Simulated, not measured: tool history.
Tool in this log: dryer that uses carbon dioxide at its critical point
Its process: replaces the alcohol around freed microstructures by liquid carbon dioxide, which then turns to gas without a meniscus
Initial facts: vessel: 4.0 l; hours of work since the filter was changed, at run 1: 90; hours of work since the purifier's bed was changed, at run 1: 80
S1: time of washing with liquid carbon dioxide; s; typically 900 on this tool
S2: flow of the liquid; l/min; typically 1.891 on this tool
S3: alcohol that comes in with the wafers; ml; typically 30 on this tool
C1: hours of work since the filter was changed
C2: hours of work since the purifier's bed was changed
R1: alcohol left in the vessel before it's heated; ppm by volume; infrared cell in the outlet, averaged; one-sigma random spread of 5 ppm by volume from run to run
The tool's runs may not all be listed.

run     day    S1     S2   S3   C1   C2    R1
  1       0   900  1.891   30   90   80    49
  2   0.371   900  1.891   30   94   85    48
  3   0.896   900  1.891   30  101   91    55
  4    1.45   660  1.891   30  108   98   173
  5   1.875   660  1.891   30  113  104   171
  6   2.229   900   1.58   30  117  108   101
  7   2.546   900   1.58   30  121  112   114
  8   2.825   900   1.58   33  125  116   111
  9   3.371   900  1.891  109  132  122   154
 10   3.858   900  1.891  109  138  128   152
 11   4.167   900  1.891   30  142  132    67
 12   4.625   900  1.891   30  147  138    70
 13   4.917   900  1.891   30  151  142    69
 14   5.475   900  1.891   30  158  149    62
 15   5.796   540  1.891   30  162  153   353
 16   6.346   900  1.891   30  169  160    70
 17   6.708   900  1.891   30  173  164    68
 18   6.938   900  1.891   30  176  167    75
 19   7.446   900  1.891   30  183  173    76
 20   7.762   900  1.891   30  187  177    81
 21   8.312   900  1.891   30  194  184    80
 22   8.646   900  1.891   32  198  188    76
 23     9.1   900  1.891   30  203  194    77
 24   9.558   900   2.77   72  209  200    47
 25   9.938   900   2.77   72  214  205    46
 26  10.471   960  1.891   30  221  211    67
 27  10.838   600   2.68   77  225  216   178
 28  11.221   600    1.2   58  230  221  1609
 29  11.733  1200   1.41   70  236  227   140
 30  12.179   900   2.22   58  242  233    87
 31  12.521   900   2.22   58  246  237    90
 32  12.988   900   1.19   86  252  243   815
 33  13.238   900   1.53  109  255  246   444
 34  13.654  1440   2.36  111  260  251    64
 35  14.071  1440   2.36  111  266  256    49
 36  14.612  1380   1.71   79  272  263    59
 37  14.904  1380   1.71   79  276  267    63
 38  15.271  1380   2.95  109  281  271    59
      15.35  -- inlet filter changed
 39  15.562   840   1.47   30    3  274   197
 40  15.988   900  1.891   46    8  280    98
 41  16.525  1440  1.891   22   15  286    57
 42  16.975   720  1.891  104   20  292   378
 43  17.283   720   1.53   22   24  296   214
 44  17.762   900    2.8   30   30  302    67
 45  18.004   900  1.891   27   33  305    83
 46  18.358   600  1.891   36   38  309   282

Hidden state at the last listed run before each entry between runs and at the first one after, where it differs:
Logged between run 38 and run 39: inlet filter changed (day 15.35)
  flow that reaches the vessel past the clogged filter, %: 93.8 -> 99.9; alcohol in the recycled carbon dioxide, ppm: 53.7 -> 54.3
  measured value less the no-hidden-state value, R1: +50 -> +49 ppm by volume
